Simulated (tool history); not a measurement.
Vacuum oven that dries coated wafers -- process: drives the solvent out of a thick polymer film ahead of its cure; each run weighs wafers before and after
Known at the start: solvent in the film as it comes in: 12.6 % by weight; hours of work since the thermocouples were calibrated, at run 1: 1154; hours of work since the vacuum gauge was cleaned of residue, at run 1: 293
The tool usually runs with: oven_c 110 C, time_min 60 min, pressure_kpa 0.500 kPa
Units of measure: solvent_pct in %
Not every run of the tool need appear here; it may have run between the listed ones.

| run | day | oven_c | time_min | pressure_kpa | hours of work since the thermocouples were calibrated | hours of work since the vacuum gauge was cleaned of residue | solvent_pct |
|---|---|---|---|---|---|---|---|
| 1 | 0.000 | 110 | 60 | 0.500 | 1154 | 293 | 2.99 |
| 2 | 1.858 | 110 | 46 | 0.500 | 1189 | 328 | 3.82 |
| 3 | 3.617 | 110 | 46 | 0.500 | 1222 | 362 | 3.87 |
| 4 | 6.342 | 110 | 46 | 0.500 | 1274 | 413 | 3.87 |
|  | 8.054 | oven's thermocouples calibrated |
| 5 | 9.392 | 110 | 46 | 0.500 | 25 | 470 | 4.17 |
| 6 | 12.608 | 110 | 46 | 0.500 | 86 | 531 | 4.43 |
| 7 | 15.654 | 110 | 60 | 0.500 | 144 | 588 | 3.40 |
| 8 | 17.883 | 110 | 60 | 0.500 | 186 | 631 | 3.51 |
| 9 | 20.142 | 110 | 60 | 0.500 | 229 | 673 | 3.48 |
| 10 | 21.896 | 111 | 60 | 0.500 | 263 | 707 | 3.24 |
| 11 | 25.183 | 114 | 60 | 0.500 | 325 | 769 | 2.83 |
| 12 | 27.988 | 114 | 60 | 0.500 | 378 | 822 | 2.82 |
| 13 | 30.233 | 114 | 56 | 0.500 | 421 | 865 | 3.05 |
| 14 | 32.862 | 114 | 56 | 0.500 | 471 | 915 | 3.02 |
| 15 | 35.338 | 114 | 56 | 0.500 | 518 | 962 | 3.16 |
| 16 | 36.825 | 114 | 56 | 0.500 | 546 | 990 | 3.11 |
| 17 | 39.246 | 114 | 56 | 0.500 | 592 | 1036 | 3.09 |
| 18 | 41.500 | 114 | 56 | 0.500 | 634 | 1079 | 3.21 |
| 19 | 44.292 | 114 | 56 | 0.500 | 687 | 1132 | 3.11 |
| 20 | 46.421 | 114 | 56 | 0.500 | 728 | 1172 | 3.03 |
| 21 | 48.808 | 110 | 60 | 0.500 | 773 | 1217 | 3.59 |
| 22 | 50.200 | 110 | 60 | 0.500 | 800 | 1244 | 3.61 |
| 23 | 52.375 | 110 | 60 | 0.500 | 841 | 1285 | 3.63 |
| 24 | 55.175 | 110 | 60 | 0.500 | 894 | 1338 | 3.51 |
| 25 | 58.288 | 110 | 60 | 1.651 | 953 | 1397 | 5.37 |
| 26 | 60.412 | 97 | 60 | 0.500 | 993 | 1437 | 5.93 |
| 27 | 63.012 | 97 | 60 | 0.500 | 1043 | 1487 | 6.05 |
| 28 | 65.842 | 101 | 74 | 0.762 | 1096 | 1540 | 5.08 |
| 29 | 68.108 | 100 | 60 | 0.500 | 1139 | 1583 | 5.52 |
| 30 | 70.204 | 100 | 60 | 0.500 | 1179 | 1623 | 5.50 |
| 31 | 71.796 | 109 | 60 | 1.015 | 1209 | 1653 | 4.50 |
| 32 | 73.200 | 99 | 60 | 0.500 | 1236 | 1680 | 5.81 |
|  | 73.742 | vacuum gauge cleaned of residue and calibrated |
| 33 | 75.333 | 106 | 54 | 0.500 | 1275 | 30 | 3.82 |
|  | 76.979 | oven's thermocouples calibrated |
| 34 | 76.979 | 106 | 54 | 0.500 | 0 | 60 | 4.30 |
| 35 | 79.567 | 120 | 63 | 0.500 | 49 | 109 | 1.80 |
| 36 | 81.867 | 122 | 58 | 0.371 | 93 | 153 | 1.69 |
| 37 | 84.917 | 123 | 60 | 0.500 | 151 | 210 | 1.60 |
| 38 | 87.112 | 114 | 104 | 0.401 | 192 | 252 | 1.37 |
| 39 | 89.692 | 122 | 55 | 0.500 | 241 | 301 | 1.85 |
| 40 | 93.008 | 125 | 60 | 0.696 | 304 | 364 | 1.52 |
| 41 | 95.538 | 107 | 60 | 0.367 | 352 | 412 | 3.55 |
| 42 | 97.596 | 110 | 45 | 0.500 | 391 | 451 | 4.42 |
| 43 | 99.450 | 110 | 45 | 0.500 | 426 | 486 | 4.37 |
| 44 | 102.742 | 97 | 76 | 1.420 | 489 | 549 | 7.02 |
| 45 | 104.233 | 116 | 86 | 0.512 | 517 | 577 | 1.73 |
| 46 | 106.021 | 116 | 86 | 0.512 | 551 | 611 | 1.76 |
| 47 | 107.838 | 110 | 86 | 1.159 | 585 | 645 | 3.68 |

Difference, measured minus no-hidden-state, one row per run. Run-to-run variation is common to both terms; the gauge's own scatter need not be:
What the log doesn't record here: true wafer temperature over the reading, C; true pressure over the reading, kPa; drift of the gauge itself on solvent_pct, %.
| run | solvent_pct |
|---|---|
| 1 | -0.21 |
| 2 | -0.23 |
| 3 | -0.23 |
| 4 | -0.22 |
| 5 | +0.17 |
| 6 | +0.19 |
| 7 | +0.23 |
| 8 | +0.24 |
| 9 | +0.24 |
| 10 | +0.25 |
| 11 | +0.24 |
| 12 | +0.26 |
| 13 | +0.25 |
| 14 | +0.25 |
| 15 | +0.27 |
| 16 | +0.26 |
| 17 | +0.28 |
| 18 | +0.28 |
| 19 | +0.29 |
| 20 | +0.30 |
| 21 | +0.34 |
| 22 | +0.35 |
| 23 | +0.36 |
| 24 | +0.37 |
| 25 | +0.29 |
| 26 | +0.52 |
| 27 | +0.54 |
| 28 | +0.55 |
| 29 | +0.53 |
| 30 | +0.53 |
| 31 | +0.38 |
| 32 | +0.56 |
| 33 | -0.52 |
| 34 | +0.12 |
| 35 | +0.09 |
| 36 | +0.10 |
| 37 | +0.10 |
| 38 | +0.15 |
| 39 | +0.12 |
| 40 | +0.13 |
| 41 | +0.20 |
| 42 | +0.18 |
| 43 | +0.18 |
| 44 | +0.30 |
| 45 | +0.24 |
| 46 | +0.25 |
| 47 | +0.27 |
